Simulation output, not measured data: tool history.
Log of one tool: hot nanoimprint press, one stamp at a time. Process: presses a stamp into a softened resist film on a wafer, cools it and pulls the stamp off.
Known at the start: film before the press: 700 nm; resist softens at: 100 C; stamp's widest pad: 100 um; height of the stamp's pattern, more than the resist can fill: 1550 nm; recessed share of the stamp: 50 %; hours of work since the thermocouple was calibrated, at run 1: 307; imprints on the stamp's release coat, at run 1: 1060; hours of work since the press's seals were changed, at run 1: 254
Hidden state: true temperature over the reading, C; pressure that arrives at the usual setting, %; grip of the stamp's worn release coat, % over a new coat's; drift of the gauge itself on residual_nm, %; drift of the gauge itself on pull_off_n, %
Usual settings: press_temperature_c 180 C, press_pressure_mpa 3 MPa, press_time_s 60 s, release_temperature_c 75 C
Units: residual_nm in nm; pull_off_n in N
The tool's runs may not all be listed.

run,hour,press_temperature_c,press_pressure_mpa,press_time_s,release_temperature_c,hours of work since the thermocouple was calibrated,imprints on the stamp's release coat,hours of work since the press's seals were changed,residual_nm,pull_off_n
1,0,180,3,60,75,307,1060,254,294.7,124.2
2,6,180,2.56,60,75,310,1079,257,313.9,124.7
3,13.1,180,2.56,60,75,314,1103,261,317.6,124.6
4,20.6,180,2.56,60,75,318,1127,265,317.7,125.6
# hour 28.4: stamp cleaned and given a new release coat
5,34.8,180,2.56,60,75,322,21,269,315.3,107.8
6,43.8,180,2.56,60,75,327,50,274,316,109.5
# hour 47.9: plate thermocouple calibrated
7,53.9,180,3,109,75,3,73,277,238.4,110.7
8,59.2,180,1.8,60,75,6,91,280,376.7,110.9
9,68.4,180,3.17,52,77,10,121,284,314.7,108.6
10,80.7,180,2.55,52,77,17,161,291,345,109.3
# hour 87.8: plate thermocouple calibrated, once more
11,94.2,180,2.55,52,77,3,195,296,314.3,107.9
12,101.4,180,2.55,52,77,7,219,300,315.6,106.4
13,113.8,180,3.74,34,75,13,259,306,310.9,109.9

Measured less the same run without the tool's hidden state. The same run-to-run variation is in both; the gauge's scatter may not be:
run,residual_nm,pull_off_n
1,+21,+17.4
2,+21.6,+17.7
3,+22,+18.1
4,+22.2,+18.5
5,+22.2,+2.5
6,+22.6,+2.9
7,+25.6,+4.2
8,+33,+4.5
9,+31.8,+4.9
10,+33.1,+5.5
11,+3.1,+2.7
12,+3.4,+3.1
13,+5.1,+3.7
